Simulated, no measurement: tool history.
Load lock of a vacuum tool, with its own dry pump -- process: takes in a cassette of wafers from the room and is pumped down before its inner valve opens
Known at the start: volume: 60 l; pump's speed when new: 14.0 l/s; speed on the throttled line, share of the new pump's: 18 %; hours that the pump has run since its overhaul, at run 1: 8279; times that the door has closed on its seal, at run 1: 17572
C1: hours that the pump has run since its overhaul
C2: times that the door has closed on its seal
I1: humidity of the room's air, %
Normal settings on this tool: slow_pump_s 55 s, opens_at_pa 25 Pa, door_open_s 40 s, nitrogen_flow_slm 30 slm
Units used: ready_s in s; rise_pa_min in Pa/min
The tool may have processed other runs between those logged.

Run 1, hour 0.0: usual settings; C1 8279; C2 17572; I1 46.5. Result: ready_s 84.4 s, rise_pa_min 0.096 Pa/min.
Run 2, hour 241.2: usual settings but door_open_s 66 s; C1 8520; C2 17841; I1 43.3. Result: ready_s 83.7 s, rise_pa_min 0.094 Pa/min.
Run 3, hour 447.8: usual settings but slow_pump_s 34 s, door_open_s 66 s; C1 8726; C2 18071; I1 44.0. Result: ready_s 67.2 s, rise_pa_min 0.102 Pa/min.
Run 4, hour 642.5: usual settings but nitrogen_flow_slm 16 slm; C1 8921; C2 18287; I1 43.6. Result: ready_s 84.1 s, rise_pa_min 0.100 Pa/min.
Run 5, hour 886.8: usual settings but nitrogen_flow_slm 16 slm; C1 9165; C2 18559; I1 43.4. Result: ready_s 85.5 s, rise_pa_min 0.101 Pa/min.
Run 6, hour 1059.4: usual settings but nitrogen_flow_slm 16 slm; C1 9338; C2 18752; I1 45.0. Result: ready_s 85.8 s, rise_pa_min 0.110 Pa/min.
Run 7, hour 1283.4: usual settings; C1 9562; C2 19001; I1 46.8. Result: ready_s 85.4 s, rise_pa_min 0.104 Pa/min.
Run 8, hour 1467.6: usual settings; C1 9746; C2 19206; I1 42.2. Result: ready_s 84.5 s, rise_pa_min 0.093 Pa/min.
Run 9, hour 1602.2: usual settings; C1 9881; C2 19356; I1 44.6. Result: ready_s 84.8 s, rise_pa_min 0.097 Pa/min.
Run 10, hour 1719.8: usual settings but nitrogen_flow_slm 16 slm; C1 9998; C2 19487; I1 45.6. Result: ready_s 85.6 s, rise_pa_min 0.108 Pa/min.
Run 11, hour 1970.8: usual settings but door_open_s 27 s, nitrogen_flow_slm 16 slm; C1 10249; C2 19766; I1 45.6. Result: ready_s 84.7 s, rise_pa_min 0.102 Pa/min.
Run 12, hour 2201.7: usual settings; C1 10480; C2 20023; I1 46.0. Result: ready_s 84.7 s, rise_pa_min 0.096 Pa/min.
Run 13, hour 2334.3: usual settings but door_open_s 33 s; C1 10613; C2 20171; I1 44.5. Result: ready_s 85.2 s, rise_pa_min 0.106 Pa/min.
Run 14, hour 2439.9: usual settings but door_open_s 60 s; C1 10719; C2 20288; I1 44.3. Result: ready_s 85.5 s, rise_pa_min 0.108 Pa/min.
Run 15, hour 2658.2: usual settings but door_open_s 60 s; C1 10937; C2 20531; I1 46.6. Result: ready_s 85.6 s, rise_pa_min 0.110 Pa/min.
Run 16, hour 2893.5: usual settings but door_open_s 60 s; C1 11172; C2 20793; I1 46.5. Result: ready_s 87.1 s, rise_pa_min 0.111 Pa/min.
Run 17, hour 3145.9: usual settings but door_open_s 60 s; C1 11425; C2 21074; I1 44.8. Result: ready_s 85.2 s, rise_pa_min 0.117 Pa/min.
Run 18, hour 3280.3: usual settings; C1 11559; C2 21224; I1 49.1. Result: ready_s 85.4 s, rise_pa_min 0.113 Pa/min.
Run 19, hour 3458.8: usual settings but slow_pump_s 46 s; C1 11737; C2 21423; I1 45.0. Result: ready_s 78.4 s, rise_pa_min 0.107 Pa/min.
Run 20, hour 3629.0: usual settings but slow_pump_s 104 s, door_open_s 121 s; C1 11908; C2 21612; I1 44.8. Result: ready_s 125.6 s, rise_pa_min 0.124 Pa/min.
Run 21, hour 3757.2: usual settings but slow_pump_s 104 s, door_open_s 121 s; C1 12036; C2 21755; I1 44.7. Result: ready_s 123.2 s, rise_pa_min 0.126 Pa/min.
Run 22, hour 3877.1: usual settings but slow_pump_s 104 s, door_open_s 121 s; C1 12156; C2 21888; I1 45.0. Result: ready_s 123.8 s, rise_pa_min 0.122 Pa/min.
Run 23, hour 4073.9: usual settings but slow_pump_s 104 s, door_open_s 121 s; C1 12352; C2 22107; I1 46.0. Result: ready_s 124.1 s, rise_pa_min 0.122 Pa/min.
Run 24, hour 4318.9: usual settings but slow_pump_s 109 s, opens_at_pa 45 Pa, door_open_s 48 s, nitrogen_flow_slm 7 slm; C1 12598; C2 22380; I1 44.4. Result: ready_s 125.7 s, rise_pa_min 0.130 Pa/min.
Run 25, hour 4494.3: usual settings but opens_at_pa 22 Pa; C1 12773; C2 22575; I1 45.2. Result: ready_s 87.6 s, rise_pa_min 0.115 Pa/min.
Run 26, hour 4612.8: usual settings but slow_pump_s 84 s, nitrogen_flow_slm 7 slm; C1 12891; C2 22707; I1 42.2. Result: ready_s 109.6 s, rise_pa_min 0.131 Pa/min.
Run 27, hour 4722.9: usual settings but nitrogen_flow_slm 32 slm; C1 13002; C2 22830; I1 45.2. Result: ready_s 88.0 s, rise_pa_min 0.115 Pa/min.
Run 28, hour 4912.3: usual settings but slow_pump_s 35 s, opens_at_pa 34 Pa, door_open_s 114 s, nitrogen_flow_slm 33 slm; C1 13191; C2 23040; I1 45.8. Result: ready_s 69.3 s, rise_pa_min 0.131 Pa/min.
Run 29, hour 5113.4: usual settings but slow_pump_s 35 s, opens_at_pa 34 Pa, door_open_s 114 s, nitrogen_flow_slm 33 slm; C1 13392; C2 23264; I1 47.7. Result: ready_s 69.3 s, rise_pa_min 0.133 Pa/min.
Run 30, hour 5338.9: usual settings but door_open_s 30 s; C1 13618; C2 23515; I1 43.5. Result: ready_s 87.2 s, rise_pa_min 0.116 Pa/min.
Run 31, hour 5486.6: usual settings but door_open_s 30 s; C1 13765; C2 23680; I1 46.7. Result: ready_s 87.5 s, rise_pa_min 0.117 Pa/min.
Run 32, hour 5627.2: usual settings but door_open_s 30 s; C1 13906; C2 23836; I1 43.4. Result: ready_s 86.5 s, rise_pa_min 0.115 Pa/min.
Run 33, hour 5748.3: usual settings but door_open_s 117 s, nitrogen_flow_slm 7 slm; C1 14027; C2 23971; I1 48.2. Result: ready_s 87.4 s, rise_pa_min 0.175 Pa/min.
Run 34, hour 5982.2: usual settings but slow_pump_s 38 s, door_open_s 105 s, nitrogen_flow_slm 6 slm; C1 14261; C2 24231; I1 44.4. Result: ready_s 73.3 s, rise_pa_min 0.155 Pa/min.
Run 35, hour 6209.5: usual settings but slow_pump_s 52 s, opens_at_pa 43 Pa; C1 14488; C2 24484; I1 41.4. Result: ready_s 82.3 s, rise_pa_min 0.123 Pa/min.
Run 36, hour 6316.0: usual settings but slow_pump_s 109 s, door_open_s 93 s, nitrogen_flow_slm 39 slm; C1 14595; C2 24603; I1 43.3. Result: ready_s 129.9 s, rise_pa_min 0.123 Pa/min.
Run 37, hour 6427.9: usual settings but slow_pump_s 88 s; C1 14707; C2 24728; I1 47.0. Result: ready_s 113.2 s, rise_pa_min 0.127 Pa/min.
Run 38, hour 6611.2: usual settings but slow_pump_s 58 s, opens_at_pa 24 Pa, nitrogen_flow_slm 11 slm; C1 14890; C2 24932; I1 41.2. Result: ready_s 90.6 s, rise_pa_min 0.135 Pa/min.

3 options for the next run, each taken on its own from the tool as it stands now. Forecast them:
Run A, hour 6720.4: usual settings but slow_pump_s 58 s, opens_at_pa 24 Pa, nitrogen_flow_slm 12 slm; C1 14999; C2 25053; I1 44.3. Result: ready_s ?, rise_pa_min ?.
Run B, hour 6720.4: usual settings but slow_pump_s 58 s, opens_at_pa 46 Pa; C1 14999; C2 25053; I1 43.8. Result: ready_s ?, rise_pa_min ?.
Run C, hour 6720.4: usual settings but slow_pump_s 45 s, opens_at_pa 36 Pa, door_open_s 195 s, nitrogen_flow_slm 11 slm; C1 14999; C2 25053; I1 46.3. Result: ready_s ?, rise_pa_min ?.

run  ready_s  rise_pa_min
  A     91.2        0.140
  B     86.1        0.125
  C     77.9        0.180
Take away the tool's hidden state, keep each run's random variation, and the runs would have read:
run  ready_s  rise_pa_min
  A     84.1        0.050
  B     79.9        0.035
  C     70.7        0.089

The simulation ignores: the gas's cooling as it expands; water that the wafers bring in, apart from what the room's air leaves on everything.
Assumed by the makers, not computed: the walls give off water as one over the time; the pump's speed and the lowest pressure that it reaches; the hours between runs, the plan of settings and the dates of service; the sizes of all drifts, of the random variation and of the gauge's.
